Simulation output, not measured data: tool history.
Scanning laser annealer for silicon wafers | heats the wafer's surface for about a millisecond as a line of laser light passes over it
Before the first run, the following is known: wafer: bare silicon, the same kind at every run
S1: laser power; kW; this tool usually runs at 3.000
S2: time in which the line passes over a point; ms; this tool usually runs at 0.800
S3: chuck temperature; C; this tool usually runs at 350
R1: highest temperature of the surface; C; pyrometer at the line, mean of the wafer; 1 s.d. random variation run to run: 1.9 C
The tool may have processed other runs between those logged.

run 1 day=0.000 | S1=3.000 S2=0.800 S3=350 | R1=1095
run 2 day=1.879 | S1=3.000 S2=0.665 S3=350 | R1=1022
run 3 day=3.546 | S1=3.000 S2=0.665 S3=350 | R1=1019
run 4 day=6.338 | S1=3.000 S2=0.665 S3=350 | R1=1019
run 5 day=8.204 | S1=3.000 S2=0.665 S3=350 | R1=1019
run 6 day=10.600 | S1=3.000 S2=0.665 S3=350 | R1=1016
run 7 day=11.888 | S1=3.000 S2=0.800 S3=350 | R1=1084
run 8 day=14.900 | S1=3.000 S2=0.800 S3=350 | R1=1083
run 9 day=17.446 | S1=3.000 S2=0.800 S3=376 | R1=1105
run 10 day=19.696 | S1=3.000 S2=0.800 S3=376 | R1=1104
run 11 day=21.538 | S1=3.000 S2=0.800 S3=376 | R1=1101
run 12 day=22.875 | S1=3.000 S2=0.800 S3=376 | R1=1100
run 13 day=24.200 | S1=3.000 S2=0.800 S3=376 | R1=1100
run 14 day=26.175 | S1=3.000 S2=0.800 S3=350 | R1=1070
run 15 day=28.900 | S1=3.000 S2=0.800 S3=350 | R1=1067
run 16 day=31.471 | S1=3.000 S2=0.800 S3=350 | R1=1068
run 17 day=33.846 | S1=3.000 S2=0.800 S3=350 | R1=1064
run 18 day=36.462 | S1=3.000 S2=0.789 S3=350 | R1=1061
run 19 day=39.538 | S1=3.000 S2=0.789 S3=350 | R1=1055
run 20 day=40.862 | S1=3.000 S2=0.800 S3=350 | R1=1059
-- day=43.450 window over the wafer cleaned
run 21 day=43.817 | S1=3.000 S2=0.800 S3=350 | R1=1101
run 22 day=45.400 | S1=3.000 S2=0.800 S3=310 | R1=1058
run 23 day=47.746 | S1=2.972 S2=0.660 S3=387 | R1=1050
run 24 day=49.021 | S1=2.972 S2=0.660 S3=387 | R1=1052
run 25 day=50.783 | S1=3.000 S2=0.711 S3=350 | R1=1049
run 26 day=52.542 | S1=3.000 S2=0.711 S3=350 | R1=1047
run 27 day=53.854 | S1=3.000 S2=0.711 S3=350 | R1=1046
run 28 day=56.604 | S1=3.000 S2=0.711 S3=350 | R1=1041
run 29 day=58.412 | S1=2.668 S2=0.735 S3=350 | R1=974
run 30 day=60.721 | S1=2.728 S2=0.735 S3=350 | R1=988
run 31 day=62.500 | S1=2.890 S2=0.735 S3=378 | R1=1055
run 32 day=65.529 | S1=2.977 S2=0.935 S3=345 | R1=1135
run 33 day=67.183 | S1=3.134 S2=0.800 S3=318 | R1=1078
run 34 day=69.754 | S1=2.850 S2=0.673 S3=350 | R1=979
run 35 day=72.621 | S1=3.000 S2=0.759 S3=339 | R1=1044
run 36 day=75.662 | S1=3.000 S2=0.759 S3=339 | R1=1044
run 37 day=77.925 | S1=3.000 S2=0.759 S3=339 | R1=1038
run 38 day=80.542 | S1=3.000 S2=0.759 S3=339 | R1=1037
run 39 day=81.829 | S1=3.000 S2=0.759 S3=339 | R1=1036
run 40 day=83.738 | S1=3.267 S2=0.759 S3=370 | R1=1133
run 41 day=85.967 | S1=3.052 S2=0.628 S3=315 | R1=952

Below, some changes in R1 between adjacent runs. For each, the amount present without the hidden state too (settings, incoming material, random variation) and the amount remaining for the hidden state with gauge scatter not shared by both compared results:
The hidden state here: light that passes the window, % of a clean one's; laser's true power over the reading, %; width of the line over the set one, %; drift of the gauge itself on peak_c, C.
Run 20 -> 21: window over the wafer cleaned. R1 +42 C: hidden state +40, all else +2.
Run 31 -> 32: S1 2.890 -> 2.977, S2 0.735 -> 0.935, S3 378 -> 345. R1 +80 C: hidden state -8, all else +88.
Run 33 -> 34: S1 3.134 -> 2.850, S2 0.800 -> 0.673, S3 318 -> 350. R1 -99 C: hidden state +4, all else -103.
Run 39 -> 40: S1 3.000 -> 3.267, S3 339 -> 370. R1 +97 C: hidden state -6, all else +103.
Run 40 -> 41: S1 3.267 -> 3.052, S2 0.759 -> 0.628, S3 370 -> 315. R1 -181 C: hidden state +6, all else -187.

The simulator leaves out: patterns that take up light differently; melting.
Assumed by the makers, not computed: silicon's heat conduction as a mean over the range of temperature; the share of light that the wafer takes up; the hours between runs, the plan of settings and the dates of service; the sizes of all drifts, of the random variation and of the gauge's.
